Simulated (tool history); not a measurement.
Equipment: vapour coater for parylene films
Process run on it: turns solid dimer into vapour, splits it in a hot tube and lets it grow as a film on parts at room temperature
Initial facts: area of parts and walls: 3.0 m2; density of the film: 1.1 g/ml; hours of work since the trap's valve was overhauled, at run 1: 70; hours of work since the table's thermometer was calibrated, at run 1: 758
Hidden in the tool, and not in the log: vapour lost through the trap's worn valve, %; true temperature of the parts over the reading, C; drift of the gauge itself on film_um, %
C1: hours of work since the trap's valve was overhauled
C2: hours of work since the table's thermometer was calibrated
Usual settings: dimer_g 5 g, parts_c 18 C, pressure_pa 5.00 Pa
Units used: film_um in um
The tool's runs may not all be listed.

Run 1, hour 0.0: usual settings; C1 70; C2 758. Result: film_um 1.214 um.
Run 2, hour 18.6: usual settings; C1 82; C2 769. Result: film_um 1.217 um.
Run 3, hour 35.5: usual settings but parts_c 16 C; C1 92; C2 780. Result: film_um 1.264 um.
Run 4, hour 63.9: usual settings but parts_c 22 C; C1 111; C2 799. Result: film_um 1.097 um.
Run 5, hour 80.5: usual settings; C1 121; C2 809. Result: film_um 1.206 um.
Run 6, hour 107.9: usual settings; C1 139; C2 827. Result: film_um 1.206 um.
Run 7, hour 120.3: usual settings; C1 147; C2 835. Result: film_um 1.213 um.
Run 8, hour 150.4: usual settings; C1 166; C2 854. Result: film_um 1.203 um.
Run 9, hour 170.5: usual settings; C1 179; C2 867. Result: film_um 1.201 um.
Run 10, hour 197.7: usual settings but pressure_pa 11.00 Pa; C1 196; C2 884. Result: film_um 1.051 um.
Run 11, hour 219.8: usual settings; C1 210; C2 898. Result: film_um 1.215 um.
Run 12, hour 245.0: usual settings but parts_c 28 C; C1 227; C2 914. Result: film_um 0.946 um.
Run 13, hour 268.2: usual settings; C1 241; C2 929. Result: film_um 1.212 um.
At hour 281.1: trap's valve overhauled.
Run 14, hour 291.3: usual settings but pressure_pa 2.33 Pa; C1 7; C2 942. Result: film_um 1.370 um.
Run 15, hour 316.4: usual settings but pressure_pa 2.33 Pa; C1 23; C2 958. Result: film_um 1.375 um.
Run 16, hour 331.8: usual settings but pressure_pa 2.33 Pa; C1 32; C2 967. Result: film_um 1.382 um.
Run 17, hour 361.1: usual settings but pressure_pa 2.33 Pa; C1 51; C2 986. Result: film_um 1.385 um.
Run 18, hour 375.4: usual settings but pressure_pa 2.52 Pa; C1 60; C2 995. Result: film_um 1.355 um.
Run 19, hour 398.9: usual settings but pressure_pa 6.95 Pa; C1 75; C2 1010. Result: film_um 1.148 um.
Run 20, hour 414.9: usual settings but pressure_pa 6.95 Pa; C1 86; C2 1021. Result: film_um 1.135 um.
Run 21, hour 433.8: usual settings but parts_c 19 C; C1 98; C2 1033. Result: film_um 1.168 um.
Run 22, hour 446.9: usual settings but dimer_g 3 g, parts_c 26 C; C1 106; C2 1041. Result: film_um 0.586 um.
Run 23, hour 459.9: usual settings but parts_c 12 C; C1 115; C2 1049. Result: film_um 1.427 um.
Run 24, hour 473.0: usual settings but dimer_g 3 g, pressure_pa 2.73 Pa; C1 123; C2 1058. Result: film_um 0.804 um.
Run 25, hour 499.3: usual settings but dimer_g 6 g, pressure_pa 8.28 Pa; C1 140; C2 1075. Result: film_um 1.343 um.
Run 26, hour 520.1: usual settings but dimer_g 7 g, parts_c 11 C, pressure_pa 9.03 Pa; C1 153; C2 1088. Result: film_um 1.848 um.
Run 27, hour 548.2: usual settings but parts_c 17 C; C1 171; C2 1106. Result: film_um 1.238 um.
Run 28, hour 567.8: usual settings but parts_c 13 C, pressure_pa 8.29 Pa; C1 184; C2 1119. Result: film_um 1.265 um.
Run 29, hour 591.1: usual settings but parts_c 26 C; C1 198; C2 1133. Result: film_um 0.977 um.
Run 30, hour 616.2: usual settings but parts_c 26 C; C1 215; C2 1150. Result: film_um 0.969 um.
Run 31, hour 638.8: usual settings but parts_c 26 C; C1 229; C2 1164. Result: film_um 0.987 um.
Run 32, hour 655.7: usual settings but parts_c 26 C; C1 240; C2 1175. Result: film_um 0.984 um.
At hour 669.7: trap's valve overhauled.
Run 33, hour 685.9: usual settings but parts_c 26 C, pressure_pa 10.77 Pa; C1 10; C2 1192. Result: film_um 0.856 um.
Run 34, hour 701.7: usual settings but parts_c 26 C, pressure_pa 10.77 Pa; C1 20; C2 1202. Result: film_um 0.853 um.
Run 35, hour 718.8: usual settings but parts_c 26 C, pressure_pa 10.77 Pa; C1 31; C2 1213. Result: film_um 0.857 um.
Run 36, hour 748.4: usual settings but pressure_pa 5.61 Pa; C1 50; C2 1232. Result: film_um 1.196 um.
Run 37, hour 761.6: usual settings but dimer_g 2 g, pressure_pa 3.29 Pa; C1 59; C2 1240. Result: film_um 0.514 um.

Consider 5 possible next runs. They are alternatives, not a sequence: every one starts from the tool as it was left by run 37. What does each give?
Run A, hour 781.0: usual settings but dimer_g 4 g, parts_c 22 C, pressure_pa 3.29 Pa; C1 71; C2 1252. Result: film_um ?.
Run B, hour 781.0: usual settings but dimer_g 2 g, parts_c 28 C, pressure_pa 8.19 Pa; C1 71; C2 1252. Result: film_um ?.
Run C, hour 781.0: usual settings but dimer_g 3 g, parts_c 26 C, pressure_pa 2.50 Pa; C1 71; C2 1252. Result: film_um ?.
Run D, hour 781.0: usual settings but dimer_g 2 g, parts_c 19 C, pressure_pa 3.29 Pa; C1 71; C2 1252. Result: film_um ?.
Run E, hour 781.0: usual settings but dimer_g 2 g, parts_c 20 C, pressure_pa 3.29 Pa; C1 71; C2 1252. Result: film_um ?.

run  film_um
  A    0.929
  B    0.355
  C    0.661
  D    0.517
  E    0.503
What these runs would have given with no unlogged condition in the tool:
run  film_um
  A    0.931
  B    0.356
  C    0.662
  D    0.518
  E    0.504
